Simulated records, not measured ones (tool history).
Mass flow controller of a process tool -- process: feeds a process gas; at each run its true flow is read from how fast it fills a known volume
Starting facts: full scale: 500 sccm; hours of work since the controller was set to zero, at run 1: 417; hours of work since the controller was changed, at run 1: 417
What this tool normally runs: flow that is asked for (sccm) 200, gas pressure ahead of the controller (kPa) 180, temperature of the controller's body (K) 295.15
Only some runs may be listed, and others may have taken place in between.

run,hour,flow that is asked for (sccm),gas pressure ahead of the controller (kPa),temperature of the controller's body (K),hours of work since the controller was set to zero,hours of work since the controller was changed,true flow (%)
1,0.0,200,180,295.15,417,417,98.51
2,69.3,200,180,295.15,455,455,98.54
3,185.6,200,180,295.15,518,518,98.49
4,248.7,200,180,295.15,553,553,98.36
5,308.9,200,180,295.15,586,586,98.56
6,389.3,200,180,295.15,630,630,98.47
7,489.1,174,157,295.15,685,685,98.37
8,539.4,200,188,313.15,712,712,97.77
9,612.0,162,246,313.15,752,752,97.18
10,701.6,412,180,306.15,801,801,99.28
11,751.2,412,180,306.15,828,828,99.22

Below are 5 alternative next runs, each starting from the tool's condition after run 11. Predict each:
A,865.1,202,180,301.15,891,891,?
B,865.1,87,180,303.15,891,891,?
C,865.1,392,157,295.15,891,891,?
D,865.1,313,233,295.15,891,891,?
E,865.1,191,240,295.15,891,891,?

run,true flow (%)
A,98.25
B,97.49
C,99.63
D,98.94
E,98.28
Without the tool's unlogged condition, the same runs would have read:
run,true flow (%)
A,98.25
B,97.49
C,99.63
D,98.94
E,98.28

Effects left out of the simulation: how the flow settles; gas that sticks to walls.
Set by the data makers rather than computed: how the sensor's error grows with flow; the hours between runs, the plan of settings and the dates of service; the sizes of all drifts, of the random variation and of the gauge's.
